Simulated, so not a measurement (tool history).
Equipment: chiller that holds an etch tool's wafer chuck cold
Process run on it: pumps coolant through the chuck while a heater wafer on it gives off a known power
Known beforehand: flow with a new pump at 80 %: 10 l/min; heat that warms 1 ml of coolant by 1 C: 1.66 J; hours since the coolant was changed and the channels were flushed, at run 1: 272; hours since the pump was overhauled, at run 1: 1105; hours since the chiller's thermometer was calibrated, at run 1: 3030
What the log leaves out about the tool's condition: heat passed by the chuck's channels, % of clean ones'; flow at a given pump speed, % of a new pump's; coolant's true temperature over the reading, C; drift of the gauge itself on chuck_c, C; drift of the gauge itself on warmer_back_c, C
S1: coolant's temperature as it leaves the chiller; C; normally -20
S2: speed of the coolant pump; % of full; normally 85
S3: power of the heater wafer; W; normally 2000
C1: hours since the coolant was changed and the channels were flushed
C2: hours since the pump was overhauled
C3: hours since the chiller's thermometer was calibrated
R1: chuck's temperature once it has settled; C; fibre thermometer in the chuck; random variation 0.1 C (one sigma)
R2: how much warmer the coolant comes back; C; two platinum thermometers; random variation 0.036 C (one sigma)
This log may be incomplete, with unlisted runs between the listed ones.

Run 1, hour 0.0: usual settings; C1 272; C2 1105; C3 3030. Result: R1 0.3 C, R2 6.79 C.
Run 2, hour 133.0: usual settings; C1 405; C2 1238; C3 3163. Result: R1 0.6 C, R2 6.68 C.
Run 3, hour 214.2: usual settings but S3 2904 W; C1 486; C2 1320; C3 3244. Result: R1 9.6 C, R2 9.78 C.
Run 4, hour 290.8: usual settings but S3 1676 W; C1 563; C2 1396; C3 3320. Result: R1 -2.9 C, R2 5.58 C.
Run 5, hour 375.7: usual settings but S1 -14 C, S3 1676 W; C1 648; C2 1481; C3 3405. Result: R1 3.0 C, R2 5.65 C.
Run 6, hour 448.5: usual settings but S2 67 % of full; C1 720; C2 1554; C3 3478. Result: R1 4.2 C, R2 8.68 C.
Run 7, hour 586.9: usual settings but S2 67 % of full; C1 859; C2 1692; C3 3616. Result: R1 4.1 C, R2 8.63 C.
Run 8, hour 687.0: usual settings but S2 67 % of full; C1 959; C2 1792; C3 3717. Result: R1 4.2 C, R2 8.57 C.
Run 9, hour 803.4: usual settings but S2 67 % of full; C1 1075; C2 1909; C3 3833. Result: R1 3.9 C, R2 8.61 C.
Run 10, hour 918.2: usual settings but S3 1488 W; C1 1190; C2 2024; C3 3948. Result: R1 -4.9 C, R2 4.84 C.
Run 11, hour 1010.8: usual settings but S1 -24 C, S2 78 % of full, S3 2727 W; C1 1283; C2 2116; C3 4040. Result: R1 5.7 C, R2 9.90 C.
Run 12, hour 1095.6: usual settings but S1 -24 C, S2 78 % of full, S3 2727 W; C1 1367; C2 2201; C3 4125. Result: R1 5.5 C, R2 9.87 C.
Run 13, hour 1158.6: usual settings but S1 -24 C, S2 78 % of full, S3 2727 W; C1 1430; C2 2264; C3 4188. Result: R1 5.6 C, R2 9.88 C.
Run 14, hour 1254.8: usual settings but S2 62 % of full, S3 1148 W; C1 1527; C2 2360; C3 4284. Result: R1 -5.5 C, R2 5.24 C.
Run 15, hour 1344.5: usual settings but S1 -28 C, S2 98 % of full, S3 1148 W; C1 1616; C2 2450; C3 4374. Result: R1 -17.4 C, R2 3.08 C.
Run 16, hour 1405.2: usual settings but S1 -16 C, S2 70 % of full, S3 1129 W; C1 1677; C2 2511; C3 4435. Result: R1 -2.9 C, R2 4.48 C.
Run 17, hour 1469.4: usual settings but S3 1331 W; C1 1741; C2 2575; C3 4499. Result: R1 -6.4 C, R2 4.23 C.
Run 18, hour 1563.6: usual settings but S1 -18 C, S2 61 % of full, S3 2779 W; C1 1835; C2 2669; C3 4593. Result: R1 17.9 C, R2 13.15 C.

Here are 5 independent what-if runs from the current tool condition. What would each one return?
Run A, hour 1624.4: usual settings but S1 -12 C, S2 80 % of full, S3 2457 W; C1 1896; C2 2730; C3 4654. Result: R1 ?, R2 ?.
Run B, hour 1624.4: usual settings but S1 -18 C, S2 94 % of full, S3 2985 W; C1 1896; C2 2730; C3 4654. Result: R1 ?, R2 ?.
Run C, hour 1624.4: usual settings but S1 -18 C, S2 81 % of full, S3 2779 W; C1 1896; C2 2730; C3 4654. Result: R1 ?, R2 ?.
Run D, hour 1624.4: usual settings but S3 1275 W; C1 1896; C2 2730; C3 4654. Result: R1 ?, R2 ?.
Run E, hour 1624.4: usual settings but S1 -21 C, S2 61 % of full, S3 2779 W; C1 1896; C2 2730; C3 4654. Result: R1 ?, R2 ?.

run    R1     R2
  A  14.4   8.61
  B  10.5   8.67
  C  11.2   9.60
  D  -7.0   3.99
  E  14.9  13.10
The same runs, with their run-to-run variation unchanged, on a tool lacking any hidden condition would have given:
run    R1     R2
  A  14.4   8.90
  B  10.4   8.96
  C  11.2   9.89
  D  -7.0   4.28
  E  14.8  13.39
